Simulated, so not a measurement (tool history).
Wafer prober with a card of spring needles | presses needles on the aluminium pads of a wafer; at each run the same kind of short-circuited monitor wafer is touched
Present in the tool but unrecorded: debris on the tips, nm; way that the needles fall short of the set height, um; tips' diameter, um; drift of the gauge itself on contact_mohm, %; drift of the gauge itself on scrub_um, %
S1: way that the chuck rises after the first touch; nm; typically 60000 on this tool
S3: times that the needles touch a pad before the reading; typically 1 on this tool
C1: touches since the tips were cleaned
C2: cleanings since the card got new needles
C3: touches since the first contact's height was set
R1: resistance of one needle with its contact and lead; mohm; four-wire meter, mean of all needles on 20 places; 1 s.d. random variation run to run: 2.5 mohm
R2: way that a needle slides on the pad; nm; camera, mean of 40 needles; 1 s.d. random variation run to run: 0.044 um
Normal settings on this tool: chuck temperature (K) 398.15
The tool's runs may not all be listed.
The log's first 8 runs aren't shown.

-- hour=247.2 tips cleaned on abrasive film
run 9 hour=260.7 | S1=60000 chuck_temperature_(K)=398.15 S3=1 | C1=5137 C2=73 C3=67771 | R1=430 R2=14120
-- hour=263.9 tips cleaned on abrasive film
-- hour=267.5 tips cleaned on abrasive film, once more
-- hour=283.5 tips cleaned on abrasive film
run 10 hour=292.8 | S1=40000 chuck_temperature_(K)=398.15 S3=1 | C1=3536 C2=76 C3=79879 | R1=580 R2=9350
-- hour=298.3 tips cleaned on abrasive film
-- hour=313.3 tips cleaned on abrasive film
run 11 hour=313.3 | S1=40000 chuck_temperature_(K)=319.15 S3=1 | C1=0 C2=78 C3=87621 | R1=317 R2=9250
-- hour=329.5 tips cleaned on abrasive film
-- hour=337.9 height of the first contact set anew
-- hour=345.2 tips cleaned on abrasive film
run 12 hour=349.6 | S1=40000 chuck_temperature_(K)=319.15 S3=1 | C1=1676 C2=80 C3=4420 | R1=476 R2=9520
-- hour=360 tips cleaned on abrasive film
run 13 hour=369.2 | S1=40000 chuck_temperature_(K)=319.15 S3=1 | C1=3507 C2=81 C3=11845 | R1=562 R2=9560
-- hour=376 tips cleaned on abrasive film
-- hour=392.6 tips cleaned on abrasive film
-- hour=407.8 tips cleaned on abrasive film
run 14 hour=407.8 | S1=60000 chuck_temperature_(K)=398.15 S3=1 | C1=0 C2=84 C3=26438 | R1=297 R2=14220
-- hour=422.1 tips cleaned on abrasive film
run 15 hour=426.8 | S1=60000 chuck_temperature_(K)=398.15 S3=1 | C1=1785 C2=85 C3=33632 | R1=376 R2=14250
-- hour=436.9 tips cleaned on abrasive film
run 16 hour=447.4 | S1=60000 chuck_temperature_(K)=398.15 S3=1 | C1=3994 C2=86 C3=41454 | R1=422 R2=14190
-- hour=452.9 tips cleaned on abrasive film
-- hour=467.7 tips cleaned on abrasive film
-- hour=482.8 tips cleaned on abrasive film
run 17 hour=487.9 | S1=60000 chuck_temperature_(K)=398.15 S3=1 | C1=1967 C2=89 C3=56775 | R1=365 R2=14140
-- hour=497.8 tips cleaned on abrasive film
-- hour=514.2 tips cleaned on abrasive film
run 18 hour=527 | S1=60000 chuck_temperature_(K)=398.15 S3=1 | C1=4868 C2=91 C3=71585 | R1=436 R2=14180
-- hour=530.5 tips cleaned on abrasive film
-- hour=545 tips cleaned on abrasive film
run 19 hour=556.1 | S1=41000 chuck_temperature_(K)=368.15 S3=1 | C1=4216 C2=93 C3=82568 | R1=605 R2=9540
-- hour=560.1 tips cleaned on abrasive film
-- hour=575.9 tips cleaned on abrasive film
run 20 hour=576.2 | S1=41000 chuck_temperature_(K)=306.15 S3=2 | C1=131 C2=95 C3=90173 | R1=305 R2=9470
-- hour=591.7 tips cleaned on abrasive film
-- hour=595.5 height of the first contact set anew
-- hour=606.2 tips cleaned on abrasive film
run 21 hour=614.2 | S1=41000 chuck_temperature_(K)=306.15 S3=1 | C1=3076 C2=97 C3=7107 | R1=527 R2=9770
-- hour=620.4 tips cleaned on abrasive film
-- hour=635.3 tips cleaned on abrasive film
run 22 hour=641.9 | S1=69000 chuck_temperature_(K)=313.15 S3=3 | C1=2512 C2=99 C3=17582 | R1=285 R2=16320
-- hour=651.2 tips cleaned on abrasive film
-- hour=667.1 tips cleaned on abrasive film
run 23 hour=673.1 | S1=69000 chuck_temperature_(K)=313.15 S3=3 | C1=2266 C2=101 C3=29366 | R1=293 R2=16410
-- hour=682.9 tips cleaned on abrasive film
-- hour=699.3 tips cleaned on abrasive film
-- hour=714.1 tips cleaned on abrasive film
run 24 hour=717.7 | S1=69000 chuck_temperature_(K)=313.15 S3=3 | C1=1352 C2=104 C3=46243 | R1=285 R2=16240
-- hour=729.2 tips cleaned on abrasive film
-- hour=743.8 tips cleaned on abrasive film
-- hour=760.5 tips cleaned on abrasive film
run 25 hour=761 | S1=60000 chuck_temperature_(K)=309.15 S3=3 | C1=199 C2=107 C3=62623 | R1=271 R2=14060
-- hour=774.7 tips cleaned on abrasive film
-- hour=789 tips cleaned on abrasive film
run 26 hour=790 | S1=49000 chuck_temperature_(K)=309.15 S3=3 | C1=348 C2=109 C3=73575 | R1=288 R2=11450
-- hour=804.3 tips cleaned on abrasive film
-- hour=820.1 tips cleaned on abrasive film
run 27 hour=826.4 | S1=50000 chuck_temperature_(K)=309.15 S3=3 | C1=2385 C2=111 C3=87365 | R1=330 R2=11650
-- hour=836.3 tips cleaned on abrasive film
-- hour=850.2 height of the first contact set anew
-- hour=853.3 tips cleaned on abrasive film
run 28 hour=854.5 | S1=42000 chuck_temperature_(K)=398.15 S3=2 | C1=443 C2=113 C3=1618 | R1=341 R2=10020
-- hour=868.3 tips cleaned on abrasive film
-- hour=883.6 tips cleaned on abrasive film
-- hour=898.7 tips cleaned on abrasive film
run 29 hour=898.7 | S1=42000 chuck_temperature_(K)=398.15 S3=2 | C1=0 C2=116 C3=18316 | R1=313 R2=9970
-- hour=915.2 tips cleaned on abrasive film
run 30 hour=926.3 | S1=79000 chuck_temperature_(K)=398.15 S3=2 | C1=4263 C2=117 C3=28828 | R1=331 R2=18720

Each row is a separate what-if for the run after 30, all from the same tool condition, not one after another. Results?
-- hour=931.4 tips cleaned on abrasive film
-- hour=946.7 tips cleaned on abrasive film
run A hour=956 | S1=62000 chuck_temperature_(K)=307.15 S3=2 | C1=3510 C2=119 C3=40026 | R1=? R2=?
-- hour=931.4 tips cleaned on abrasive film
-- hour=946.7 tips cleaned on abrasive film
run B hour=956 | S1=41000 chuck_temperature_(K)=378.15 S3=2 | C1=3510 C2=119 C3=40026 | R1=? R2=?
-- hour=931.4 tips cleaned on abrasive film
-- hour=946.7 tips cleaned on abrasive film
run C hour=956 | S1=61000 chuck_temperature_(K)=304.15 S3=1 | C1=3510 C2=119 C3=40026 | R1=? R2=?

run=A R1=352 R2=14640
run=B R1=479 R2=9690
run=C R1=421 R2=14430
Without the tool's unlogged condition, the same runs would have read:
run=A R1=256 R2=14780
run=B R1=290 R2=9830
run=C R1=255 R2=14570

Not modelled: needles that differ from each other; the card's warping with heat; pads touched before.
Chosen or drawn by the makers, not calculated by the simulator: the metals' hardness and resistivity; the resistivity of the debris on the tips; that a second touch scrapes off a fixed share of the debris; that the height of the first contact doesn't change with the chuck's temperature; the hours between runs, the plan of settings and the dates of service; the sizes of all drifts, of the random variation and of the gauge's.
